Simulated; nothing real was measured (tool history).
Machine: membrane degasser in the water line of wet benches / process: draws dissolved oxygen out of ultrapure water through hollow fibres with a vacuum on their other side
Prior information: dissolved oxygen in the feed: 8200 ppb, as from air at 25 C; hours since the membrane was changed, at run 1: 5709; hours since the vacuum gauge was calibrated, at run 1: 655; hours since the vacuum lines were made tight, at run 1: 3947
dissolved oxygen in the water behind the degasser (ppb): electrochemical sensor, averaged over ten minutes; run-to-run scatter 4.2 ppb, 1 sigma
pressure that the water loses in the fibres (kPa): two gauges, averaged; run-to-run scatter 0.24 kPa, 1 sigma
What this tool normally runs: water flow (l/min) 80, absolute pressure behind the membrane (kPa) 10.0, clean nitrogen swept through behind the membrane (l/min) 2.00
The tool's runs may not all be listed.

run	hour	water flow (l/min)	absolute pressure behind the membrane (kPa)	clean nitrogen swept through behind the membrane (l/min)	hours since the membrane was changed	hours since the vacuum gauge was calibrated	hours since the vacuum lines were made tight	dissolved oxygen in the water behind the degasser (ppb)	pressure that the water loses in the fibres (kPa)
1	0.0	80	10.0	2.00	5709	655	3947	552.7	62.88
2	156.5	80	10.0	2.00	5865	811	4103	551.4	63.03
3	445.9	80	10.0	1.08	6154	1101	4393	840.6	63.65
4	677.4	80	10.0	1.08	6386	1332	4624	831.7	63.30
5	962.4	68	10.0	2.00	6671	1617	4909	471.2	53.95
6	1217.7	68	10.0	2.00	6926	1873	5164	482.9	54.22
7	1541.6	68	10.0	2.00	7250	2196	5488	483.9	54.37
8	1794.6	68	7.0	2.00	7503	2449	5741	287.8	54.31
9	2118.0	68	7.0	2.00	7827	2773	6065	286.5	54.31
10	2328.4	80	10.0	0.80	8037	2983	6275	1012.3	63.59
11	2599.9	80	13.1	0.80	8308	3255	6547	1400.7	63.86
12	2919.6	80	15.9	0.80	8628	3574	6866	1717.1	63.63
13	3156.2	80	15.9	0.80	8865	3811	7103	1732.2	64.24
14	3490.8	80	15.9	0.80	9199	4146	7437	1753.5	63.61
# hour 3754.5: seals of the vacuum lines changed
15	3766.3	80	10.0	2.00	9473	4419	12	563.3	64.05
16	3919.7	80	7.9	2.00	9626	4573	165	420.4	64.25
17	4093.8	112	22.9	1.33	9800	4747	339	2347.4	89.94
18	4287.7	57	13.1	2.00	9994	4941	533	583.7	45.95
# hour 4475.7: vacuum gauge calibrated
19	4571.4	57	16.7	3.79	10277	96	816	451.8	45.71
20	4902.3	80	10.0	2.92	10608	427	1147	423.0	64.29
21	5170.3	80	10.0	2.92	10876	695	1415	422.0	64.23
22	5526.2	112	10.0	1.75	11232	1050	1771	840.5	90.35
23	5736.2	76	17.0	2.04	11442	1260	1981	984.9	61.64
24	5904.8	76	17.0	2.04	11611	1429	2150	980.6	61.30
25	6243.9	76	17.0	0.82	11950	1768	2489	1735.9	61.52
26	6553.6	116	14.8	1.50	12260	2078	2799	1445.4	93.95
27	6827.2	80	18.1	4.19	12533	2351	3072	631.0	64.72
28	7077.1	80	18.1	4.19	12783	2601	3322	643.1	64.44
29	7268.8	80	23.7	4.88	12975	2793	3514	739.7	65.01
30	7445.3	80	7.9	2.00	13151	2970	3690	410.0	65.08
31	7660.4	80	7.9	2.00	13366	3185	3905	410.1	65.10

Alternative continuations, all from the tool just after run 31; predict every row:
A	7910.0	80	7.6	2.00	13616	3434	4155	?	?
B	7910.0	80	7.9	1.19	13616	3434	4155	?	?
C	7910.0	95	24.3	2.12	13616	3434	4155	?	?
D	7910.0	80	7.9	4.00	13616	3434	4155	?	?

run	dissolved oxygen in the water behind the degasser (ppb)	pressure that the water loses in the fibres (kPa)
A	392.4	64.59
B	591.8	65.70
C	1637.4	76.88
D	250.5	64.80
With the hidden condition removed and each run's random variation left untouched, the same runs would have given:
run	dissolved oxygen in the water behind the degasser (ppb)	pressure that the water loses in the fibres (kPa)
A	373.3	61.71
B	568.7	62.80
C	1617.8	73.47
D	235.6	61.92
